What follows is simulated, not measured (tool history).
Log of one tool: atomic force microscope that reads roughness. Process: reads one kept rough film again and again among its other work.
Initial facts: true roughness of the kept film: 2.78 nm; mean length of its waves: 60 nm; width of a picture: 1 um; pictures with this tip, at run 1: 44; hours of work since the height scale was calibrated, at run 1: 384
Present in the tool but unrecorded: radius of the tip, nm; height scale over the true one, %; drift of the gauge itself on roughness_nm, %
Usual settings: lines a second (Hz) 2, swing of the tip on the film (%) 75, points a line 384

run,hour,lines a second (Hz),swing of the tip on the film (%),points a line,pictures with this tip,hours of work since the height scale was calibrated,roughness of the kept film (nm (root mean square))
1,0,2,75,384,44,384,2.404
2,41,2,75,384,78,401,2.416
3,91.2,2,75,384,119,422,2.41
# hour 102.9: new tip fitted
4,120.1,2,75,384,14,433,2.421
5,173.6,2,75,384,58,455,2.437
6,217,2,58,384,94,473,2.6
# hour 255.4: new tip fitted
7,277.1,2,58,384,18,497,2.602
8,332.9,2,58,384,63,520,2.601
9,398.7,1.31,75,384,117,547,2.534
# hour 408.6: new tip fitted
10,443.8,2,75,384,29,566,2.416
11,474.1,2,75,384,54,578,2.427
12,516.5,2,75,384,89,595,2.421
# hour 560.5: new tip fitted
13,580,2,75,384,15,621,2.426
14,627.9,2,67,279,55,641,2.512
15,666.5,0.8,81,279,87,657,2.531
16,703.1,0.56,77,314,117,672,2.604
# hour 712.9: new tip fitted
17,763.6,0.56,77,314,42,696,2.599
18,820.1,0.56,77,314,88,719,2.615
19,849.7,1.96,88,596,113,732,2.212
# hour 867.5: new tip fitted
20,883.8,0.92,74,596,13,745,2.591
21,945.3,0.79,81,384,64,771,2.554
22,979.1,0.79,81,384,91,784,2.531
# hour 1021.6: new tip fitted
23,1029.2,1.38,71,730,6,805,2.548
24,1092.6,1.32,60,389,58,831,2.625
25,1130.7,1.32,60,389,89,846,2.62

Take each entry between the runs: how does the hidden state at the last listed run before it differ from the hidden state at the first listed run after it?
Between runs 3 and 4: new tip fitted (hour 102.9)
  radius of the tip, nm: 7.6 -> 7.1
Between runs 6 and 7: new tip fitted (hour 255.4)
  radius of the tip, nm: 7.5 -> 7.1; height scale over the true one, %: 0 -> 0.01
Between runs 9 and 10: new tip fitted (hour 408.6)
  radius of the tip, nm: 7.6 -> 7.2
Between runs 12 and 13: new tip fitted (hour 560.5)
  radius of the tip, nm: 7.5 -> 7.1
Between runs 16 and 17: new tip fitted (hour 712.9)
  radius of the tip, nm: 7.6 -> 7.2
Between runs 19 and 20: new tip fitted (hour 867.5)
  radius of the tip, nm: 7.5 -> 7.1
Between runs 22 and 23: new tip fitted (hour 1021.6)
  radius of the tip, nm: 7.4 -> 7
